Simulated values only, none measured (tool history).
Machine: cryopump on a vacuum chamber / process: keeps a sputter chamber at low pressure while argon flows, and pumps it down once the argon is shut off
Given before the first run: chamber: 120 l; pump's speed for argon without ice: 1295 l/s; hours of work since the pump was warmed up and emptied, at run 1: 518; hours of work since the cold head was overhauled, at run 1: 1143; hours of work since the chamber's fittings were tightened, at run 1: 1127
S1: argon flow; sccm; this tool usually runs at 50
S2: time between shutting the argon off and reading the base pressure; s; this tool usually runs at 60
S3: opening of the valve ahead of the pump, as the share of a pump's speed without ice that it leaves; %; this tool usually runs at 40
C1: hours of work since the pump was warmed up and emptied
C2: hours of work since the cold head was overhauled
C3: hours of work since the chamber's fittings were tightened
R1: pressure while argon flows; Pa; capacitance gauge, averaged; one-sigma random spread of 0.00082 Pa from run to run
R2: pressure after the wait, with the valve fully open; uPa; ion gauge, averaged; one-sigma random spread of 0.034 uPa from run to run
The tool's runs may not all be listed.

Run 1, hour 0.0: usual settings; C1 518; C2 1143; C3 1127. Result: R1 0.1880 Pa, R2 2.30 uPa.
Run 2, hour 57.0: usual settings but S2 21 s; C1 562; C2 1187; C3 1171. Result: R1 0.1928 Pa, R2 5.28 uPa.
At hour 71.6: pump warmed up, emptied and cooled again.
Run 3, hour 125.1: usual settings but S2 21 s; C1 41; C2 1235; C3 1219. Result: R1 0.1651 Pa, R2 5.13 uPa.
Run 4, hour 176.9: usual settings but S2 21 s; C1 81; C2 1275; C3 1259. Result: R1 0.1688 Pa, R2 5.08 uPa.
Run 5, hour 245.7: usual settings but S2 21 s; C1 134; C2 1328; C3 1312. Result: R1 0.1690 Pa, R2 5.18 uPa.
Run 6, hour 313.8: usual settings but S2 21 s; C1 186; C2 1380; C3 1364. Result: R1 0.1726 Pa, R2 5.39 uPa.
Run 7, hour 365.9: usual settings but S2 21 s; C1 226; C2 1420; C3 1404. Result: R1 0.1742 Pa, R2 5.12 uPa.
Run 8, hour 425.5: usual settings but S2 21 s; C1 272; C2 1466; C3 1450. Result: R1 0.1764 Pa, R2 5.39 uPa.
Run 9, hour 493.5: usual settings but S2 67 s; C1 324; C2 1518; C3 1502. Result: R1 0.1775 Pa, R2 2.07 uPa.
Run 10, hour 558.8: usual settings but S2 67 s; C1 374; C2 1568; C3 1552. Result: R1 0.1796 Pa, R2 2.13 uPa.
Run 11, hour 625.3: usual settings but S1 39 sccm; C1 425; C2 1619; C3 1603. Result: R1 0.1405 Pa, R2 2.39 uPa.
Run 12, hour 687.6: usual settings but S2 59 s; C1 473; C2 1667; C3 1651. Result: R1 0.1843 Pa, R2 2.47 uPa.
Run 13, hour 737.7: usual settings but S2 59 s; C1 512; C2 1705; C3 1689. Result: R1 0.1866 Pa, R2 2.46 uPa.
Run 14, hour 780.2: usual settings but S2 81 s; C1 544; C2 1738; C3 1722. Result: R1 0.1891 Pa, R2 2.11 uPa.
At hour 817.8: pump warmed up, emptied and cooled again.
Run 15, hour 818.6: usual settings but S2 299 s; C1 1; C2 1764; C3 1748. Result: R1 0.1670 Pa, R2 0.98 uPa.
Run 16, hour 868.6: usual settings but S3 23 %; C1 39; C2 1802; C3 1786. Result: R1 0.2868 Pa, R2 2.27 uPa.
Run 17, hour 906.3: usual settings but S3 23 %; C1 68; C2 1831; C3 1815. Result: R1 0.2869 Pa, R2 2.30 uPa.
Run 18, hour 936.3: usual settings but S2 27 s; C1 91; C2 1854; C3 1838. Result: R1 0.1686 Pa, R2 4.30 uPa.
Run 19, hour 982.4: usual settings but S2 27 s; C1 126; C2 1889; C3 1873. Result: R1 0.1692 Pa, R2 4.25 uPa.
Run 20, hour 1045.1: usual settings but S1 32 sccm, S2 226 s, S3 18 %; C1 175; C2 1938; C3 1922. Result: R1 0.2361 Pa, R2 1.19 uPa.
Run 21, hour 1078.4: usual settings but S1 32 sccm, S2 226 s, S3 18 %; C1 200; C2 1963; C3 1947. Result: R1 0.2373 Pa, R2 1.20 uPa.
Run 22, hour 1148.1: usual settings but S1 42 sccm; C1 254; C2 2017; C3 2001. Result: R1 0.1467 Pa, R2 2.50 uPa.
Run 23, hour 1189.6: usual settings but S1 42 sccm; C1 285; C2 2049; C3 2033. Result: R1 0.1486 Pa, R2 2.49 uPa.
Run 24, hour 1237.1: usual settings but S1 47 sccm, S2 140 s, S3 34 %; C1 322; C2 2085; C3 2069. Result: R1 0.1932 Pa, R2 1.58 uPa.
Run 25, hour 1294.2: usual settings but S1 65 sccm, S2 21 s, S3 44 %; C1 366; C2 2129; C3 2113. Result: R1 0.2158 Pa, R2 5.59 uPa.
Run 26, hour 1328.2: usual settings but S1 65 sccm, S2 99 s, S3 44 %; C1 392; C2 2155; C3 2139. Result: R1 0.2165 Pa, R2 1.85 uPa.
Run 27, hour 1366.4: usual settings but S1 65 sccm, S2 99 s, S3 44 %; C1 421; C2 2184; C3 2168. Result: R1 0.2168 Pa, R2 1.97 uPa.
Run 28, hour 1433.8: usual settings but S1 64 sccm, S2 163 s, S3 45 %; C1 473; C2 2236; C3 2220. Result: R1 0.2156 Pa, R2 1.56 uPa.
At hour 1459.2: leaking fittings of the chamber tightened, without venting.
Run 29, hour 1491.6: usual settings but S1 44 sccm, S2 62 s, S3 49 %; C1 516; C2 2279; C3 25. Result: R1 0.1382 Pa, R2 1.92 uPa.
Run 30, hour 1542.1: usual settings but S1 29 sccm, S2 38 s, S3 24 %; C1 555; C2 2318; C3 64. Result: R1 0.1735 Pa, R2 2.84 uPa.
At hour 1568.0: pump warmed up, emptied and cooled again.
Run 31, hour 1600.8: usual settings but S1 29 sccm, S2 40 s, S3 47 %; C1 25; C2 2359; C3 105. Result: R1 0.0819 Pa, R2 2.79 uPa.
Run 32, hour 1631.0: usual settings but S1 29 sccm, S2 79 s, S3 47 %; C1 48; C2 2382; C3 128. Result: R1 0.0830 Pa, R2 1.57 uPa.
Run 33, hour 1678.2: usual settings but S1 29 sccm, S2 79 s, S3 47 %; C1 85; C2 2418; C3 164. Result: R1 0.0846 Pa, R2 1.50 uPa.
Run 34, hour 1742.8: usual settings but S1 42 sccm, S2 56 s, S3 23 %; C1 134; C2 2468; C3 214. Result: R1 0.2447 Pa, R2 2.02 uPa.
Run 35, hour 1791.4: usual settings but S1 42 sccm, S2 56 s, S3 23 %; C1 172; C2 2505; C3 251. Result: R1 0.2459 Pa, R2 2.08 uPa.

What if the next run were any one of these 3? Each begins from the tool's condition after run 35:
Run A, hour 1830.2: usual settings but S1 31 sccm, S2 184 s, S3 42 %; C1 201; C2 2535; C3 281. Result: R1 ?, R2 ?.
Run B, hour 1830.2: usual settings but S2 65 s; C1 201; C2 2535; C3 281. Result: R1 ?, R2 ?.
Run C, hour 1830.2: usual settings but S2 144 s, S3 18 %; C1 201; C2 2535; C3 281. Result: R1 ?, R2 ?.

run      R1    R2
  A  0.1025  0.90
  B  0.1745  1.87
  C  0.3713  1.02
Without the tool's hidden state the same runs would have given:
run      R1    R2
  A  0.0965  0.78
  B  0.1647  1.75
  C  0.3616  0.90
